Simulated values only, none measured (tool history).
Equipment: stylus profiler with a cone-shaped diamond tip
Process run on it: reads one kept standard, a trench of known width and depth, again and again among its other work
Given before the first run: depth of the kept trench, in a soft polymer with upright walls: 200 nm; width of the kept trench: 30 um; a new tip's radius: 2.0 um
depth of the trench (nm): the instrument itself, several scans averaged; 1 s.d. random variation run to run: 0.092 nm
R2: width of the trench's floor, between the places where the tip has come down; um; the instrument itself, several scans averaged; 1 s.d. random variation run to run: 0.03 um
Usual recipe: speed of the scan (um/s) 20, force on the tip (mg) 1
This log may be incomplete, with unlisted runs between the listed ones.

Run 1, hour 0: usual settings. Result: depth of the trench (nm) 201.17, R2 28.07 um.
Run 2, hour 11: usual settings but speed of the scan (um/s) 17. Result: depth of the trench (nm) 201.28, R2 28.08 um.
Run 3, hour 24.2: usual settings. Result: depth of the trench (nm) 201.11, R2 28.03 um.
Run 4, hour 41.3: usual settings. Result: depth of the trench (nm) 201.18, R2 28.09 um.
Run 5, hour 50.3: usual settings. Result: depth of the trench (nm) 201.19, R2 28.05 um.
Run 6, hour 65.6: usual settings. Result: depth of the trench (nm) 201.16, R2 28.06 um.
Run 7, hour 82.4: usual settings. Result: depth of the trench (nm) 201.19, R2 28.02 um.
Run 8, hour 96.9: usual settings but force on the tip (mg) 0.55. Result: depth of the trench (nm) 200.9, R2 27.96 um.
Run 9, hour 106.5: usual settings but force on the tip (mg) 0.55. Result: depth of the trench (nm) 201.07, R2 27.98 um.
Run 10, hour 120.4: usual settings but force on the tip (mg) 0.55. Result: depth of the trench (nm) 200.74, R2 27.97 um.
Run 11, hour 133.9: usual settings but force on the tip (mg) 0.55. Result: depth of the trench (nm) 200.95, R2 28 um.
Run 12, hour 142.8: usual settings but force on the tip (mg) 1.83. Result: depth of the trench (nm) 201.73, R2 28.12 um.
Run 13, hour 160.9: usual settings but force on the tip (mg) 1.83. Result: depth of the trench (nm) 201.74, R2 28.04 um.
Run 14, hour 176.4: usual settings. Result: depth of the trench (nm) 201.36, R2 28.02 um.
Run 15, hour 190.7: usual settings but force on the tip (mg) 2.2. Result: depth of the trench (nm) 201.98, R2 28.08 um.
Run 16, hour 198.2: usual settings. Result: depth of the trench (nm) 201.18, R2 28 um.
Run 17, hour 208.8: usual settings. Result: depth of the trench (nm) 201.39, R2 28.04 um.
Run 18, hour 218.3: usual settings. Result: depth of the trench (nm) 201.09, R2 28.02 um.
Run 19, hour 231.3: usual settings but force on the tip (mg) 0.62. Result: depth of the trench (nm) 200.94, R2 27.98 um.
Run 20, hour 246.5: usual settings but force on the tip (mg) 0.62. Result: depth of the trench (nm) 200.93, R2 28.02 um.
Run 21, hour 261.6: usual settings but speed of the scan (um/s) 33. Result: depth of the trench (nm) 201.38, R2 27.91 um.
Run 22, hour 279.6: usual settings. Result: depth of the trench (nm) 201.24, R2 28 um.
Run 23, hour 297.2: usual settings. Result: depth of the trench (nm) 201.27, R2 27.98 um.
Run 24, hour 306.3: usual settings but speed of the scan (um/s) 11, force on the tip (mg) 0.49. Result: depth of the trench (nm) 200.91, R2 28.05 um.
Run 25, hour 324: usual settings but speed of the scan (um/s) 11, force on the tip (mg) 0.49. Result: depth of the trench (nm) 200.89, R2 28.06 um.
Run 26, hour 334.7: usual settings but speed of the scan (um/s) 17, force on the tip (mg) 0.48. Result: depth of the trench (nm) 200.87, R2 27.96 um.
Run 27, hour 342.1: usual settings but speed of the scan (um/s) 16, force on the tip (mg) 0.5. Result: depth of the trench (nm) 200.86, R2 27.98 um.
Run 28, hour 354.4: usual settings but force on the tip (mg) 0.89. Result: depth of the trench (nm) 201.2, R2 28.04 um.
Run 29, hour 366.4: usual settings but speed of the scan (um/s) 72, force on the tip (mg) 0.38. Result: depth of the trench (nm) 200.75, R2 27.35 um.
Run 30, hour 382.5: usual settings but speed of the scan (um/s) 72, force on the tip (mg) 0.38. Result: depth of the trench (nm) 200.81, R2 27.31 um.
Run 31, hour 400.6: usual settings but speed of the scan (um/s) 49, force on the tip (mg) 2.63. Result: depth of the trench (nm) 202.4, R2 27.95 um.
Run 32, hour 417.3: usual settings but speed of the scan (um/s) 49, force on the tip (mg) 2.63. Result: depth of the trench (nm) 202.31, R2 27.98 um.
At hour 419: height scale calibrated on a step standard.
Run 33, hour 429.3: usual settings but speed of the scan (um/s) 49, force on the tip (mg) 2.63. Result: depth of the trench (nm) 202.59, R2 27.91 um.
Run 34, hour 437.3: usual settings but speed of the scan (um/s) 24, force on the tip (mg) 2.93. Result: depth of the trench (nm) 202.46, R2 28.05 um.
Run 35, hour 452.4: usual settings but speed of the scan (um/s) 12. Result: depth of the trench (nm) 201.4, R2 28.08 um.
Run 36, hour 465.2: usual settings but speed of the scan (um/s) 12. Result: depth of the trench (nm) 201.48, R2 28.08 um.
At hour 476.9: height scale calibrated on a step standard, once more.
Run 37, hour 482.4: usual settings but speed of the scan (um/s) 14, force on the tip (mg) 1.94. Result: depth of the trench (nm) 201.53, R2 28.08 um.
Run 38, hour 498.1: usual settings but speed of the scan (um/s) 64, force on the tip (mg) 0.69. Result: depth of the trench (nm) 200.6, R2 27.56 um.
Run 39, hour 512.7: usual settings but force on the tip (mg) 1.01. Result: depth of the trench (nm) 200.79, R2 28.06 um.
Run 40, hour 529.9: usual settings but speed of the scan (um/s) 23, force on the tip (mg) 2.01. Result: depth of the trench (nm) 201.64, R2 28.03 um.
Run 41, hour 547.3: usual settings but speed of the scan (um/s) 26, force on the tip (mg) 1.54. Result: depth of the trench (nm) 201.32, R2 27.96 um.
Run 42, hour 555.4: usual settings but speed of the scan (um/s) 26, force on the tip (mg) 1.54. Result: depth of the trench (nm) 201.24, R2 28.09 um.
Run 43, hour 571: usual settings but speed of the scan (um/s) 7, force on the tip (mg) 1.6. Result: depth of the trench (nm) 201.38, R2 28.1 um.
Run 44, hour 581.6: usual settings but speed of the scan (um/s) 39, force on the tip (mg) 0.58. Result: depth of the trench (nm) 200.76, R2 27.78 um.
Run 45, hour 599.3: usual settings but speed of the scan (um/s) 39, force on the tip (mg) 0.55. Result: depth of the trench (nm) 200.54, R2 27.76 um.
Run 46, hour 607: usual settings but speed of the scan (um/s) 39, force on the tip (mg) 0.55. Result: depth of the trench (nm) 200.78, R2 27.8 um.

Consider 3 possible next runs. They are alternatives, not a sequence: every one starts from the tool as it was left by run 46. What does each give?
Run A, hour 624.8: usual settings but speed of the scan (um/s) 27, force on the tip (mg) 0.99. Result: depth of the trench (nm) ?, R2 ?.
Run B, hour 624.8: usual settings but speed of the scan (um/s) 80, force on the tip (mg) 0.82. Result: depth of the trench (nm) ?, R2 ?.
Run C, hour 624.8: usual settings but speed of the scan (um/s) 12, force on the tip (mg) 0.87. Result: depth of the trench (nm) ?, R2 ?.

run  depth of the trench (nm)     R2
  A                    200.97  27.95
  B                    200.83  27.52
  C                    200.88  28.08
Had the tool no hidden state, the same runs would have come out as:
run  depth of the trench (nm)     R2
  A                    201.07  28.05
  B                    200.93  27.63
  C                    200.99  28.18
